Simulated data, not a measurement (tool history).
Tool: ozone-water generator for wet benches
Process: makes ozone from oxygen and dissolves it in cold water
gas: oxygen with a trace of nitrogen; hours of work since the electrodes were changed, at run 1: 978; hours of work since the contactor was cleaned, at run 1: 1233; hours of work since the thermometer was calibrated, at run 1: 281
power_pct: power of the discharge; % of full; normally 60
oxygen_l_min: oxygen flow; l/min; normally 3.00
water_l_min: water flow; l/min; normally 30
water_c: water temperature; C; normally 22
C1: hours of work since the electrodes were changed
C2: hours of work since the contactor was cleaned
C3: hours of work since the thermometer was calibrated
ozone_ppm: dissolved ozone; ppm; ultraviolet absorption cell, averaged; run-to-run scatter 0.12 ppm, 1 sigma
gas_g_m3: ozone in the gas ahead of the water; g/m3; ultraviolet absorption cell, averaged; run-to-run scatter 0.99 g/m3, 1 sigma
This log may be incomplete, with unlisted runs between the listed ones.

run 1 hour=0.0 | power_pct=60 oxygen_l_min=3.00 water_l_min=30 water_c=22 | C1=978 C2=1233 C3=281 | ozone_ppm=10.8 gas_g_m3=170.5
run 2 hour=66.0 | power_pct=60 oxygen_l_min=1.89 water_l_min=30 water_c=22 | C1=1044 C2=1298 C3=346 | ozone_ppm=10.0 gas_g_m3=227.8
run 3 hour=136.1 | power_pct=60 oxygen_l_min=3.00 water_l_min=26 water_c=22 | C1=1113 C2=1368 C3=415 | ozone_ppm=12.4 gas_g_m3=169.8
run 4 hour=193.8 | power_pct=60 oxygen_l_min=3.00 water_l_min=26 water_c=22 | C1=1170 C2=1425 C3=473 | ozone_ppm=12.2 gas_g_m3=170.9
run 5 hour=277.3 | power_pct=60 oxygen_l_min=3.00 water_l_min=30 water_c=22 | C1=1253 C2=1508 C3=555 | ozone_ppm=10.9 gas_g_m3=171.4
run 6 hour=350.4 | power_pct=93 oxygen_l_min=3.00 water_l_min=30 water_c=22 | C1=1326 C2=1580 C3=628 | ozone_ppm=16.1 gas_g_m3=252.1
run 7 hour=422.8 | power_pct=93 oxygen_l_min=3.00 water_l_min=30 water_c=22 | C1=1397 C2=1652 C3=699 | ozone_ppm=16.0 gas_g_m3=251.7
run 8 hour=495.3 | power_pct=60 oxygen_l_min=3.00 water_l_min=30 water_c=22 | C1=1469 C2=1724 C3=771 | ozone_ppm=11.1 gas_g_m3=172.2
run 9 hour=577.0 | power_pct=60 oxygen_l_min=3.00 water_l_min=30 water_c=22 | C1=1550 C2=1805 C3=852 | ozone_ppm=10.8 gas_g_m3=169.6
run 10 hour=619.9 | power_pct=60 oxygen_l_min=3.00 water_l_min=30 water_c=22 | C1=1593 C2=1847 C3=895 | ozone_ppm=10.9 gas_g_m3=170.9
run 11 hour=676.1 | power_pct=60 oxygen_l_min=3.00 water_l_min=30 water_c=22 | C1=1648 C2=1903 C3=951 | ozone_ppm=10.8 gas_g_m3=169.5
run 12 hour=734.8 | power_pct=60 oxygen_l_min=3.00 water_l_min=30 water_c=22 | C1=1707 C2=1961 C3=1009 | ozone_ppm=10.9 gas_g_m3=171.0
run 13 hour=792.7 | power_pct=60 oxygen_l_min=3.00 water_l_min=30 water_c=22 | C1=1764 C2=2018 C3=1066 | ozone_ppm=10.9 gas_g_m3=166.5
run 14 hour=879.6 | power_pct=60 oxygen_l_min=3.00 water_l_min=30 water_c=22 | C1=1850 C2=2105 C3=1152 | ozone_ppm=10.7 gas_g_m3=169.4
run 15 hour=928.8 | power_pct=60 oxygen_l_min=3.00 water_l_min=34 water_c=22 | C1=1899 C2=2153 C3=1201 | ozone_ppm=9.8 gas_g_m3=169.9
run 16 hour=1020.5 | power_pct=60 oxygen_l_min=3.00 water_l_min=23 water_c=22 | C1=1990 C2=2244 C3=1292 | ozone_ppm=13.8 gas_g_m3=170.3
run 17 hour=1070.9 | power_pct=60 oxygen_l_min=3.00 water_l_min=30 water_c=22 | C1=2040 C2=2294 C3=1342 | ozone_ppm=10.9 gas_g_m3=168.7
run 18 hour=1161.3 | power_pct=46 oxygen_l_min=1.61 water_l_min=30 water_c=18 | C1=2129 C2=2384 C3=1431 | ozone_ppm=7.8 gas_g_m3=194.0
run 19 hour=1222.9 | power_pct=46 oxygen_l_min=1.61 water_l_min=30 water_c=18 | C1=2190 C2=2445 C3=1492 | ozone_ppm=8.0 gas_g_m3=196.2
run 20 hour=1290.8 | power_pct=46 oxygen_l_min=1.61 water_l_min=30 water_c=18 | C1=2258 C2=2512 C3=1560 | ozone_ppm=7.9 gas_g_m3=195.4
run 21 hour=1368.4 | power_pct=46 oxygen_l_min=1.61 water_l_min=30 water_c=18 | C1=2334 C2=2589 C3=1637 | ozone_ppm=7.9 gas_g_m3=196.4
run 22 hour=1456.9 | power_pct=46 oxygen_l_min=1.61 water_l_min=30 water_c=18 | C1=2422 C2=2677 C3=1724 | ozone_ppm=7.9 gas_g_m3=194.5
run 23 hour=1520.7 | power_pct=46 oxygen_l_min=1.61 water_l_min=30 water_c=18 | C1=2485 C2=2740 C3=1788 | ozone_ppm=7.8 gas_g_m3=195.5
run 24 hour=1611.2 | power_pct=46 oxygen_l_min=1.61 water_l_min=30 water_c=18 | C1=2575 C2=2830 C3=1877 | ozone_ppm=7.8 gas_g_m3=194.6
run 25 hour=1700.5 | power_pct=93 oxygen_l_min=1.61 water_l_min=30 water_c=14 | C1=2664 C2=2918 C3=1966 | ozone_ppm=14.8 gas_g_m3=359.3
run 26 hour=1782.0 | power_pct=93 oxygen_l_min=1.61 water_l_min=30 water_c=14 | C1=2744 C2=2999 C3=2046 | ozone_ppm=14.9 gas_g_m3=361.2
run 27 hour=1877.8 | power_pct=55 oxygen_l_min=3.00 water_l_min=20 water_c=22 | C1=2839 C2=3094 C3=2141 | ozone_ppm=14.5 gas_g_m3=153.4
run 28 hour=1952.8 | power_pct=55 oxygen_l_min=3.00 water_l_min=42 water_c=22 | C1=2914 C2=3168 C3=2216 | ozone_ppm=7.2 gas_g_m3=153.3
-- hour=1984.8 gauge calibrated
run 29 hour=2007.2 | power_pct=98 oxygen_l_min=3.48 water_l_min=36 water_c=22 | C1=2967 C2=3222 C3=2270 | ozone_ppm=14.3 gas_g_m3=240.0
run 30 hour=2082.6 | power_pct=98 oxygen_l_min=3.48 water_l_min=36 water_c=22 | C1=3042 C2=3297 C3=2344 | ozone_ppm=14.3 gas_g_m3=240.4
run 31 hour=2168.0 | power_pct=53 oxygen_l_min=3.00 water_l_min=21 water_c=22 | C1=3127 C2=3381 C3=2429 | ozone_ppm=13.2 gas_g_m3=153.8
run 32 hour=2252.4 | power_pct=53 oxygen_l_min=3.00 water_l_min=21 water_c=22 | C1=3210 C2=3465 C3=2513 | ozone_ppm=13.2 gas_g_m3=153.5
-- hour=2321.8 water thermometer calibrated
run 33 hour=2342.6 | power_pct=89 oxygen_l_min=5.37 water_l_min=22 water_c=20 | C1=3299 C2=3554 C3=21 | ozone_ppm=20.8 gas_g_m3=169.2

What differs in the tool's unlogged condition from the final listed run ahead of each entry between runs to the first listed run following it?
Run 28 -> run 29: gauge calibrated (hour 1984.8)
  drift of the gauge itself on gas_g_m3, %: -2.87 -> -0.03
  measured value less the no-hidden-state value, gas_g_m3: -4.7 -> -0.5 g/m3
Run 32 -> run 33: water thermometer calibrated (hour 2321.8)
  true water temperature over the reading, C: 0.01 -> 0; drift of the gauge itself on gas_g_m3, %: -0.39 -> -0.53
  measured value less the no-hidden-state value, gas_g_m3: -0.7 -> -1.2 g/m3

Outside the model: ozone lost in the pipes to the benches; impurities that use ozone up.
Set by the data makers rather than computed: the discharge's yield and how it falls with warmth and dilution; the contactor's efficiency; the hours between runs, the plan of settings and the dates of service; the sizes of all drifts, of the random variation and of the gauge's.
